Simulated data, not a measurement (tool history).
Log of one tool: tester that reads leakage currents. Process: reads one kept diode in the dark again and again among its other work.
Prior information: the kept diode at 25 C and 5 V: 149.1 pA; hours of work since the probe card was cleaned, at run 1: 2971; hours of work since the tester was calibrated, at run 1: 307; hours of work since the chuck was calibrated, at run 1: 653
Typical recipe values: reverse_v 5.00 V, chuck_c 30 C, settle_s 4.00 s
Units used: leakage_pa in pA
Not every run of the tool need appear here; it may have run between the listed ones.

run    hour  reverse_v  chuck_c  settle_s  hours of work since the probe card was cleaned  hours of work since the tester was calibrated  hours of work since the chuck was calibrated  leakage_pa
  1     0.0       5.00       30      4.00                                            2971                                            307                                           653      229.67
  2    47.1       5.00       30      4.00                                            3001                                            336                                           682      229.77
  3   113.3       5.00       30      4.00                                            3042                                            377                                           723      228.19
  4   151.2       5.00       30      4.00                                            3065                                            401                                           746      227.92
  5   216.0       5.00       30      4.00                                            3105                                            441                                           787      227.99
  6   270.3       5.00       30      4.00                                            3139                                            475                                           820      227.55
      337.0  -- probe card cleaned and baked
  7   342.2       5.00       33      4.00                                               3                                            517                                           863      277.48
  8   407.5       5.00       33      4.00                                              44                                            558                                           904      277.49
      434.0  -- chuck's temperature calibrated
  9   449.8       5.00       33      4.00                                              69                                            583                                            10      301.97
 10   511.7       5.00       33      4.00                                             107                                            621                                            48      301.46
 11   554.7       5.00       30      4.00                                             134                                            648                                            75      233.22
 12   593.8       8.79       38      4.00                                             158                                            672                                            99      591.57
 13   634.4      13.83       30      4.02                                             183                                            697                                           124      371.73
 14   664.0      14.34       51      0.65                                             202                                            716                                           143     2060.57
 15   723.8      13.91       32      0.87                                             239                                            753                                           180      447.21
 16   790.7      17.82       41      1.25                                             280                                            794                                           221     1046.19
 17   825.7       2.40       30      4.00                                             302                                            816                                           243      162.54
 18   856.8       2.64       50      2.75                                             321                                            835                                           262      863.59
 19   911.7       5.09       43      1.67                                             355                                            869                                           296      684.43
 20   975.5       5.09       43      1.67                                             395                                            909                                           336      680.92
 21  1019.0      13.26       21      5.35                                             422                                            936                                           363      164.39
 22  1066.3       5.00       49      0.48                                             451                                            965                                           392     1075.10

Below are 4 alternative next runs, each starting from the tool's condition after run 22. Predict each:
  A  1094.3       6.49       30      4.00                                             469                                            983                                           410           ?
  B  1094.3       5.00       30      0.87                                             469                                            983                                           410           ?
  C  1094.3       5.00       54      4.00                                             469                                            983                                           410           ?
  D  1094.3      19.14       49      0.48                                             469                                            983                                           410           ?

run  leakage_pa
  A      256.85
  B      227.47
  C     1560.97
  D     2009.11
With the hidden condition removed and each run's random variation left untouched, the same runs would have given:
run  leakage_pa
  A      261.04
  B      231.44
  C     1592.45
  D     2046.35

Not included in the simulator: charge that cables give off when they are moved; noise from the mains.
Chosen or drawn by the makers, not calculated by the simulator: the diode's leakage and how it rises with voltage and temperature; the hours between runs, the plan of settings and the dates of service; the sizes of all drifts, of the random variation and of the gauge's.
